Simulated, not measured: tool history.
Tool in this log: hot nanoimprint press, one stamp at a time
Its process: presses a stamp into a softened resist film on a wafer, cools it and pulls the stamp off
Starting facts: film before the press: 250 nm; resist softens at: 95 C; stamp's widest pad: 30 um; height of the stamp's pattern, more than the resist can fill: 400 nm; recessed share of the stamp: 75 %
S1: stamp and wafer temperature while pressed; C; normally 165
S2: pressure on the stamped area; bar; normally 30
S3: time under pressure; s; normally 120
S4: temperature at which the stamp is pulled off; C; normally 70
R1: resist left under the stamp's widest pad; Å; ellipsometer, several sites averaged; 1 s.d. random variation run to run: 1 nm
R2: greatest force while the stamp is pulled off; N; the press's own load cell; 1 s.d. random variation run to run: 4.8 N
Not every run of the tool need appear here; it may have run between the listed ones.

{"run": 1, "hour": 0.0, "S1": 165, "S2": 30, "S3": 120, "S4": 70, "R1": 1440, "R2": 228}
{"hour": 11.2, "done": "stamp cleaned and given a new release coat"}
{"run": 2, "hour": 36.7, "S1": 165, "S2": 30, "S3": 120, "S4": 70, "R1": 1448, "R2": 233}
{"run": 3, "hour": 65.5, "S1": 165, "S2": 30, "S3": 120, "S4": 70, "R1": 1434, "R2": 233}
{"run": 4, "hour": 107.3, "S1": 173, "S2": 30, "S3": 120, "S4": 70, "R1": 1030, "R2": 231}
{"run": 5, "hour": 143.2, "S1": 173, "S2": 30, "S3": 120, "S4": 70, "R1": 1022, "R2": 239}
{"run": 6, "hour": 179.6, "S1": 177, "S2": 30, "S3": 120, "S4": 70, "R1": 850, "R2": 238}
{"run": 7, "hour": 219.3, "S1": 177, "S2": 30, "S3": 120, "S4": 70, "R1": 841, "R2": 235}
{"run": 8, "hour": 250.8, "S1": 177, "S2": 30, "S3": 120, "S4": 70, "R1": 841, "R2": 236}
{"run": 9, "hour": 269.3, "S1": 165, "S2": 30, "S3": 120, "S4": 70, "R1": 1428, "R2": 232}
{"run": 10, "hour": 296.2, "S1": 165, "S2": 30, "S3": 120, "S4": 70, "R1": 1431, "R2": 236}
{"run": 11, "hour": 323.5, "S1": 165, "S2": 30, "S3": 120, "S4": 70, "R1": 1441, "R2": 245}
{"run": 12, "hour": 346.4, "S1": 160, "S2": 30, "S3": 224, "S4": 58, "R1": 1493, "R2": 268}

Run 13 is up next; what results do you expect?
{"hour": 372.5, "done": "stamp cleaned and given a new release coat"}
{"run": 13, "hour": 391.5, "S1": 160, "S2": 30, "S3": 224, "S4": 58, "R1": "?", "R2": "?"}

R1: 1504 Å
R2: 265 N
With the hidden condition absent and the run-to-run variation left alone, this run would have shown R1 1508 Å, R2 265 N.

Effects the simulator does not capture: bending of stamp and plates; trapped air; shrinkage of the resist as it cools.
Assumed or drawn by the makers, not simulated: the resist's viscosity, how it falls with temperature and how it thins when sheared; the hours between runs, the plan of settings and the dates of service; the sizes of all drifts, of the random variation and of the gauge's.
